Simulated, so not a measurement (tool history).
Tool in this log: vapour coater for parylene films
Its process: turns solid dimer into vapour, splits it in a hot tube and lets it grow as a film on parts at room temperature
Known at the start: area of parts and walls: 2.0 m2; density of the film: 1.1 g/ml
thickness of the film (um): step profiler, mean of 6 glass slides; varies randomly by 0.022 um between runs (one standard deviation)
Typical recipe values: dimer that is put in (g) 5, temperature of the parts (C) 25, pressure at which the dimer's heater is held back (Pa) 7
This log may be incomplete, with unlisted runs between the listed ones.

run    hour  dimer that is put in (g)  temperature of the parts (C)  pressure at which the dimer's heater is held back (Pa)  thickness of the film (um)
  1       0                         5                            25                                                       7                        1.12
  2    25.5                         5                            25                                                       7                        1.16
  3    53.9                         5                            25                                                       7                        1.15
  4   102.7                         5                            25                                                       7                        1.15
  5   136.9                         5                            25                                                       7                        1.15
  6   193.7                         5                            25                                                       7                        1.13
  7   240.9                         5                            25                                                       7                        1.14
  8   266.4                         5                            25                                                       7                        1.11
  9     300                         5                            25                                                       7                        1.14
 10   348.7                         5                            25                                                       7                        1.14
 11   392.2                         5                            25                                                       7                        1.15
 12   446.5                         5                            25                                                   10.72                        1.07
 13   500.6                         5                            25                                                   10.72                        1.03
 14     559                         5                            25                                                   10.72                        1.04
 15   590.4                         5                            25                                                       7                        1.15
 16   640.5                         5                            25                                                       7                        1.15
 17   671.6                         2                            25                                                       7                        0.48
 18     735                         2                            25                                                       7                        0.46
 19   765.7                         5                            35                                                       7                        0.98
 20   805.1                         5                            35                                                       7                        0.92
 21   846.3                         5                            35                                                       7                        0.94
 22   895.9                         3                            28                                                    4.59                        0.74
 23   952.4                         3                            22                                                    3.92                        0.79
 24  1010.7                         3                            22                                                    3.92                        0.84
 25  1036.6                         8                            33                                                    6.88                        1.54
 26  1094.8                         5                            25                                                   11.11                        1.08
 27  1136.7                         5                            28                                                    3.85                        1.18
 28    1198                         5                            28                                                    8.57                        1.05
 29  1235.6                         2                            34                                                    6.77                        0.41
 30  1265.1                         2                            34                                                    6.77                        0.37
 31    1311                         3                            25                                                     2.4                        0.86
 32  1372.5                         3                            25                                                       7                        0.68
 33  1425.7                         4                            22                                                   10.65                        0.89
 34  1464.4                         4                            22                                                   10.65                        0.87
 35  1493.7                         3                            31                                                    5.27                        0.62
 36  1532.5                         3                            31                                                    5.27                        0.64
 37  1587.8                         9                            29                                                    2.53                        2.31

Put back what was entered between runs (3 entries, withheld): which listed runs does each sit between, and how does the hidden state differ from the listed run before to the listed run after?
Run 6 -> run 7: trap's valve overhauled (hour 212.9)
  vapour lost through the trap's worn valve, %: 0.4 -> 0
Run 17 -> run 18: trap's valve overhauled (hour 685.2)
  vapour lost through the trap's worn valve, %: 0.4 -> 0.1
Run 27 -> run 28: trap's valve overhauled (hour 1157)
  vapour lost through the trap's worn valve, %: 0.4 -> 0
